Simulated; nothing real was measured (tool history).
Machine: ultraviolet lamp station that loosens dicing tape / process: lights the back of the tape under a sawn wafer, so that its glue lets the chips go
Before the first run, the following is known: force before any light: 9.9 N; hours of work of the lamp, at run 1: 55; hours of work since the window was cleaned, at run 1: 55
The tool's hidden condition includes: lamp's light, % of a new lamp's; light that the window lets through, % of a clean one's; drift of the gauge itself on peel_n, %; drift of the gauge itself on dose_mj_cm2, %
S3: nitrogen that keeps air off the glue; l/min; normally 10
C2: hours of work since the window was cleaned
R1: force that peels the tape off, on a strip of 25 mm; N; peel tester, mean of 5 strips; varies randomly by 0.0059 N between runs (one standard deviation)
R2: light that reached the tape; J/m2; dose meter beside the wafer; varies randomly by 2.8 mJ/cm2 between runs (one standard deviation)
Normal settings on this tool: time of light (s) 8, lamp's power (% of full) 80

Run 1, hour 0.0: usual settings; hours of work of the lamp 55; C2 55. Result: R1 0.177 N, R2 3710 J/m2.
Run 2, hour 9.7: usual settings; hours of work of the lamp 61; C2 61. Result: R1 0.180 N, R2 3710 J/m2.
Run 3, hour 15.4: usual settings; hours of work of the lamp 65; C2 65. Result: R1 0.183 N, R2 3670 J/m2.
Run 4, hour 23.6: usual settings; hours of work of the lamp 70; C2 70. Result: R1 0.196 N, R2 3630 J/m2.
Run 5, hour 32.7: usual settings; hours of work of the lamp 75; C2 75. Result: R1 0.183 N, R2 3670 J/m2.
Run 6, hour 41.0: usual settings; hours of work of the lamp 80; C2 80. Result: R1 0.184 N, R2 3640 J/m2.
Run 7, hour 48.1: usual settings; hours of work of the lamp 85; C2 85. Result: R1 0.192 N, R2 3620 J/m2.
Run 8, hour 54.2: usual settings; hours of work of the lamp 88; C2 88. Result: R1 0.185 N, R2 3600 J/m2.
Run 9, hour 61.8: usual settings but S3 5 l/min; hours of work of the lamp 93; C2 93. Result: R1 0.333 N, R2 3620 J/m2.
Run 10, hour 68.5: usual settings but time of light (s) 5, S3 5 l/min; hours of work of the lamp 97; C2 97. Result: R1 1.132 N, R2 2260 J/m2.
Run 11, hour 76.5: usual settings but lamp's power (% of full) 89; hours of work of the lamp 102; C2 102. Result: R1 0.134 N, R2 4020 J/m2.
Run 12, hour 82.5: usual settings but lamp's power (% of full) 89, S3 4 l/min; hours of work of the lamp 106; C2 106. Result: R1 0.309 N, R2 3960 J/m2.
Run 13, hour 88.5: usual settings; hours of work of the lamp 110; C2 110. Result: R1 0.199 N, R2 3600 J/m2.
Run 14, hour 98.7: usual settings; hours of work of the lamp 116; C2 116. Result: R1 0.198 N, R2 3600 J/m2.
Run 15, hour 110.9: usual settings; hours of work of the lamp 123; C2 123. Result: R1 0.198 N, R2 3520 J/m2.
Run 16, hour 118.5: usual settings; hours of work of the lamp 128; C2 128. Result: R1 0.208 N, R2 3550 J/m2.
Run 17, hour 130.9: usual settings; hours of work of the lamp 136; C2 136. Result: R1 0.197 N, R2 3510 J/m2.
Run 18, hour 138.2: usual settings; hours of work of the lamp 140; C2 140. Result: R1 0.209 N, R2 3560 J/m2.
Run 19, hour 145.5: usual settings but lamp's power (% of full) 99; hours of work of the lamp 145; C2 145. Result: R1 0.104 N, R2 4400 J/m2.
Run 20, hour 157.4: usual settings but S3 14 l/min; hours of work of the lamp 152; C2 152. Result: R1 0.166 N, R2 3510 J/m2.
Run 21, hour 164.1: usual settings but S3 14 l/min; hours of work of the lamp 156; C2 156. Result: R1 0.167 N, R2 3510 J/m2.
Run 22, hour 174.1: usual settings but S3 14 l/min; hours of work of the lamp 162; C2 162. Result: R1 0.164 N, R2 3510 J/m2.
Run 23, hour 183.7: usual settings but S3 6 l/min; hours of work of the lamp 168; C2 168. Result: R1 0.312 N, R2 3490 J/m2.
Run 24, hour 194.2: usual settings but S3 6 l/min; hours of work of the lamp 175; C2 175. Result: R1 0.326 N, R2 3480 J/m2.
Run 25, hour 201.2: usual settings but S3 15 l/min; hours of work of the lamp 179; C2 179. Result: R1 0.159 N, R2 3460 J/m2.
Run 26, hour 211.6: usual settings but time of light (s) 9, S3 20 l/min; hours of work of the lamp 186; C2 186. Result: R1 0.119 N, R2 3870 J/m2.
Run 27, hour 219.5: usual settings but time of light (s) 14, S3 9 l/min; hours of work of the lamp 190; C2 190. Result: R1 0.071 N, R2 6040 J/m2.
Run 28, hour 228.8: usual settings but S3 5 l/min; hours of work of the lamp 196; C2 196. Result: R1 0.403 N, R2 3430 J/m2.
Run 29, hour 239.5: usual settings but time of light (s) 6, lamp's power (% of full) 78, S3 4 l/min; hours of work of the lamp 203; C2 203. Result: R1 1.002 N, R2 2480 J/m2.
Run 30, hour 249.0: usual settings but time of light (s) 16, lamp's power (% of full) 78, S3 3 l/min; hours of work of the lamp 209; C2 209. Result: R1 0.112 N, R2 6620 J/m2.
Run 31, hour 254.4: usual settings but time of light (s) 5, lamp's power (% of full) 64, S3 3 l/min; hours of work of the lamp 212; C2 212. Result: R1 2.461 N, R2 1730 J/m2.
Run 32, hour 263.3: usual settings but time of light (s) 5, lamp's power (% of full) 64, S3 3 l/min; hours of work of the lamp 217; C2 217. Result: R1 2.487 N, R2 1690 J/m2.
Run 33, hour 275.4: usual settings but time of light (s) 5, lamp's power (% of full) 64, S3 3 l/min; hours of work of the lamp 225; C2 225. Result: R1 2.382 N, R2 1680 J/m2.
Run 34, hour 284.1: usual settings but lamp's power (% of full) 99; hours of work of the lamp 230; C2 230. Result: R1 0.127 N, R2 4150 J/m2.
Run 35, hour 294.7: usual settings but time of light (s) 13, lamp's power (% of full) 73, S3 6 l/min; hours of work of the lamp 237; C2 237. Result: R1 0.118 N, R2 4970 J/m2.
Run 36, hour 302.8: usual settings but time of light (s) 13, lamp's power (% of full) 73, S3 6 l/min; hours of work of the lamp 242; C2 242. Result: R1 0.118 N, R2 4960 J/m2.
Run 37, hour 310.2: usual settings but lamp's power (% of full) 72, S3 16 l/min; hours of work of the lamp 246; C2 246. Result: R1 0.249 N, R2 2970 J/m2.
Run 38, hour 318.9: usual settings but time of light (s) 10, lamp's power (% of full) 91, S3 16 l/min; hours of work of the lamp 252; C2 252. Result: R1 0.085 N, R2 4690 J/m2.
Run 39, hour 327.0: usual settings but time of light (s) 10, lamp's power (% of full) 91, S3 16 l/min; hours of work of the lamp 257; C2 257. Result: R1 0.085 N, R2 4690 J/m2.
Run 40, hour 333.8: usual settings but lamp's power (% of full) 87; hours of work of the lamp 261; C2 261. Result: R1 0.186 N, R2 3550 J/m2.
Run 41, hour 340.4: usual settings but lamp's power (% of full) 99, S3 5 l/min; hours of work of the lamp 265; C2 265. Result: R1 0.234 N, R2 4060 J/m2.
Run 42, hour 347.4: usual settings but time of light (s) 7, lamp's power (% of full) 99, S3 5 l/min; hours of work of the lamp 269; C2 269. Result: R1 0.348 N, R2 3600 J/m2.
Run 43, hour 355.9: usual settings but time of light (s) 7, lamp's power (% of full) 99, S3 5 l/min; hours of work of the lamp 274; C2 274. Result: R1 0.352 N, R2 3580 J/m2.
Run 44, hour 361.9: usual settings but time of light (s) 4, lamp's power (% of full) 98, S3 3 l/min; hours of work of the lamp 278; C2 278. Result: R1 1.927 N, R2 1970 J/m2.

Some steps in R1, run to run, broken into two amounts with sign: the step expected even without the hidden condition (settings, incoming material, random variation), and the rest, left for the hidden condition together with whatever gauge scatter is not in both the measured and the hidden-condition-free result:
Run 30 -> 31: time of light (s) 16 -> 5, lamp's power (% of full) 78 -> 64. R1 +2.349 N: hidden state +0.419, all else +1.930.
Run 33 -> 34: time of light (s) 5 -> 8, lamp's power (% of full) 64 -> 99, S3 3 -> 10. R1 -2.255 N: hidden state -0.406, all else -1.849.
Run 43 -> 44: time of light (s) 7 -> 4, lamp's power (% of full) 99 -> 98, S3 5 -> 3. R1 +1.575 N: hidden state +0.360, all else +1.215.
